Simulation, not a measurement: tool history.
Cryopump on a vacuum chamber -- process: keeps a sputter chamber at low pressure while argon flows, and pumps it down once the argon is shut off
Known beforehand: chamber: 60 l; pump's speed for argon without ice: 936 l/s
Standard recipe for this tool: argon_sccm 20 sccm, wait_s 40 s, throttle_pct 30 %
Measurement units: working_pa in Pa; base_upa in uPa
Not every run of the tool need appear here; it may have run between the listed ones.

run,hour,argon_sccm,wait_s,throttle_pct,working_pa,base_upa
1,0.0,20,40,30,0.1275,4.42
2,28.3,20,40,30,0.1265,4.42
3,66.8,20,40,30,0.1268,4.49
4,103.0,20,40,30,0.1279,4.47
5,143.8,20,40,30,0.1277,4.48
6,183.7,20,40,30,0.1275,4.46
7,213.9,20,40,30,0.1284,4.39
8,258.8,20,40,30,0.1295,4.45
9,282.1,20,27,30,0.1288,6.00
10,332.6,19,143,20,0.1810,2.26
11,365.1,20,248,46,0.0895,1.95
12,409.0,31,22,21,0.2821,7.27
13,439.4,31,22,21,0.2841,7.14
14,487.3,15,33,44,0.0694,5.18
15,536.5,15,182,60,0.0538,2.23
16,586.9,20,117,30,0.1327,2.61
17,643.4,20,117,30,0.1348,2.68

Alternative continuations, all from the tool just after run 17; predict every row:
A,688.9,20,24,30,?,?
B,688.9,20,29,30,?,?
C,688.9,14,117,24,?,?
D,688.9,11,106,30,?,?

run,working_pa,base_upa
A,0.1343,6.81
B,0.1349,6.05
C,0.1161,2.69
D,0.0735,2.83
Had the tool no hidden state, the same runs would have come out as:
run,working_pa,base_upa
A,0.1200,5.51
B,0.1205,4.71
C,0.1060,1.38
D,0.0656,1.50

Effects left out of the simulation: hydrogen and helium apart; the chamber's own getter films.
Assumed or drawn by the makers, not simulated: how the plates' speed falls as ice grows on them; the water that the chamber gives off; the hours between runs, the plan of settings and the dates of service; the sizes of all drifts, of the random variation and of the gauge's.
